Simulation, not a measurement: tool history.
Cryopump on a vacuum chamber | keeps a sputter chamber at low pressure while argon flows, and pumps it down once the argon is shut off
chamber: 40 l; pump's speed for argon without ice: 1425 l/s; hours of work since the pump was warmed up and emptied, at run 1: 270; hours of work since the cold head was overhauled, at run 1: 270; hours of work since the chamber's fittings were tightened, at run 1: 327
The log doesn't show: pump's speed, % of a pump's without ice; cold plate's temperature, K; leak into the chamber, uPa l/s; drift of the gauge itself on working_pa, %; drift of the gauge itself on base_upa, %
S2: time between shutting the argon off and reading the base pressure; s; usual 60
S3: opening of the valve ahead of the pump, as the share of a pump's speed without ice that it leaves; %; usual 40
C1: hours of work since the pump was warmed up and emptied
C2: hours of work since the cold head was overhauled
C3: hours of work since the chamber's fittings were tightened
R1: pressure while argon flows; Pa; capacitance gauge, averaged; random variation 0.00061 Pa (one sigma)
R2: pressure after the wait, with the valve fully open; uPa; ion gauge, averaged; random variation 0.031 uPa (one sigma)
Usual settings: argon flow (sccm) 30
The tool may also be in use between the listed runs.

run 1 hour=0 | argon_flow_(sccm)=30 S2=60 S3=40 | C1=270 C2=270 C3=327 | R1=0.092 R2=1.74
run 2 hour=19.8 | argon_flow_(sccm)=30 S2=60 S3=40 | C1=281 C2=281 C3=339 | R1=0.0916 R2=1.76
run 3 hour=32.8 | argon_flow_(sccm)=30 S2=41 S3=40 | C1=289 C2=289 C3=346 | R1=0.0912 R2=2.41
run 4 hour=47.1 | argon_flow_(sccm)=30 S2=60 S3=40 | C1=297 C2=297 C3=354 | R1=0.0912 R2=1.76
run 5 hour=69.3 | argon_flow_(sccm)=30 S2=60 S3=40 | C1=310 C2=310 C3=367 | R1=0.0931 R2=1.76
run 6 hour=80.9 | argon_flow_(sccm)=30 S2=60 S3=40 | C1=316 C2=316 C3=374 | R1=0.0919 R2=1.83
run 7 hour=96.9 | argon_flow_(sccm)=30 S2=60 S3=40 | C1=325 C2=325 C3=383 | R1=0.0911 R2=1.77
run 8 hour=110.5 | argon_flow_(sccm)=30 S2=36 S3=40 | C1=333 C2=333 C3=391 | R1=0.0913 R2=2.71
run 9 hour=126 | argon_flow_(sccm)=30 S2=36 S3=40 | C1=342 C2=342 C3=400 | R1=0.0927 R2=2.76
run 10 hour=140.3 | argon_flow_(sccm)=30 S2=36 S3=40 | C1=350 C2=350 C3=408 | R1=0.0913 R2=2.73
run 11 hour=164 | argon_flow_(sccm)=30 S2=36 S3=40 | C1=364 C2=364 C3=421 | R1=0.093 R2=2.82
run 12 hour=181.8 | argon_flow_(sccm)=30 S2=36 S3=40 | C1=374 C2=374 C3=432 | R1=0.0928 R2=2.68
run 13 hour=203.5 | argon_flow_(sccm)=30 S2=36 S3=40 | C1=387 C2=387 C3=444 | R1=0.0924 R2=2.75
run 14 hour=223 | argon_flow_(sccm)=30 S2=60 S3=40 | C1=398 C2=398 C3=455 | R1=0.0928 R2=1.85
run 15 hour=236.1 | argon_flow_(sccm)=30 S2=60 S3=40 | C1=405 C2=405 C3=463 | R1=0.0925 R2=1.85
run 16 hour=256.3 | argon_flow_(sccm)=30 S2=60 S3=40 | C1=417 C2=417 C3=474 | R1=0.0929 R2=1.85
run 17 hour=270.5 | argon_flow_(sccm)=30 S2=60 S3=40 | C1=425 C2=425 C3=482 | R1=0.0933 R2=1.85
run 18 hour=287.4 | argon_flow_(sccm)=30 S2=60 S3=40 | C1=435 C2=435 C3=492 | R1=0.093 R2=1.86
run 19 hour=300.7 | argon_flow_(sccm)=37 S2=45 S3=21 | C1=442 C2=442 C3=500 | R1=0.2149 R2=2.32
run 20 hour=325.2 | argon_flow_(sccm)=30 S2=82 S3=40 | C1=456 C2=456 C3=514 | R1=0.0935 R2=1.52
run 21 hour=344.7 | argon_flow_(sccm)=30 S2=82 S3=40 | C1=468 C2=468 C3=525 | R1=0.0932 R2=1.52
run 22 hour=363.5 | argon_flow_(sccm)=40 S2=41 S3=17 | C1=478 C2=478 C3=536 | R1=0.2857 R2=2.5
run 23 hour=373.7 | argon_flow_(sccm)=40 S2=41 S3=17 | C1=484 C2=484 C3=542 | R1=0.2861 R2=2.51
run 24 hour=385.2 | argon_flow_(sccm)=51 S2=41 S3=25 | C1=491 C2=491 C3=548 | R1=0.2514 R2=2.49
run 25 hour=404.7 | argon_flow_(sccm)=51 S2=30 S3=25 | C1=502 C2=502 C3=559 | R1=0.2494 R2=3.22
run 26 hour=424.1 | argon_flow_(sccm)=51 S2=30 S3=25 | C1=513 C2=513 C3=570 | R1=0.2524 R2=3.4
run 27 hour=443.4 | argon_flow_(sccm)=18 S2=60 S3=57 | C1=524 C2=524 C3=582 | R1=0.0408 R2=1.95
run 28 hour=463.7 | argon_flow_(sccm)=50 S2=60 S3=57 | C1=536 C2=536 C3=593 | R1=0.1141 R2=1.99
run 29 hour=480 | argon_flow_(sccm)=52 S2=60 S3=29 | C1=545 C2=545 C3=603 | R1=0.2221 R2=1.93
run 30 hour=493.1 | argon_flow_(sccm)=52 S2=60 S3=29 | C1=553 C2=553 C3=610 | R1=0.2215 R2=1.97
run 31 hour=514.8 | argon_flow_(sccm)=52 S2=60 S3=29 | C1=565 C2=565 C3=622 | R1=0.2244 R2=1.94
run 32 hour=536 | argon_flow_(sccm)=52 S2=60 S3=29 | C1=577 C2=577 C3=635 | R1=0.2229 R2=1.96
run 33 hour=556.4 | argon_flow_(sccm)=52 S2=60 S3=44 | C1=589 C2=589 C3=646 | R1=0.1507 R2=1.95
run 34 hour=577.5 | argon_flow_(sccm)=26 S2=30 S3=34 | C1=601 C2=601 C3=658 | R1=0.0964 R2=3.41
run 35 hour=601.6 | argon_flow_(sccm)=26 S2=30 S3=34 | C1=615 C2=615 C3=672 | R1=0.0966 R2=3.37

Hidden state or all else? Some run-to-run changes of R1, split into what the settings, what came in and random variation would give without the hidden state, and what is left for the hidden state (with any gauge scatter that isn't in both results):
Run 18 -> 19: argon flow (sccm) 30 -> 37, S2 60 -> 45, S3 40 -> 21. R1 +0.1219 Pa: hidden state +0.0011, all else +0.1208.
Run 21 -> 22: argon flow (sccm) 30 -> 40, S2 82 -> 41, S3 40 -> 17. R1 +0.1925 Pa: hidden state +0.0018, all else +0.1907.
Run 26 -> 27: argon flow (sccm) 51 -> 18, S2 30 -> 60, S3 25 -> 57. R1 -0.2116 Pa: hidden state -0.0057, all else -0.2059.
Run 27 -> 28: argon flow (sccm) 18 -> 50. R1 +0.0733 Pa: hidden state +0.006, all else +0.0673.
Run 33 -> 34: argon flow (sccm) 52 -> 26, S2 60 -> 30, S3 44 -> 34. R1 -0.0543 Pa: hidden state -0.0052, all else -0.0491.
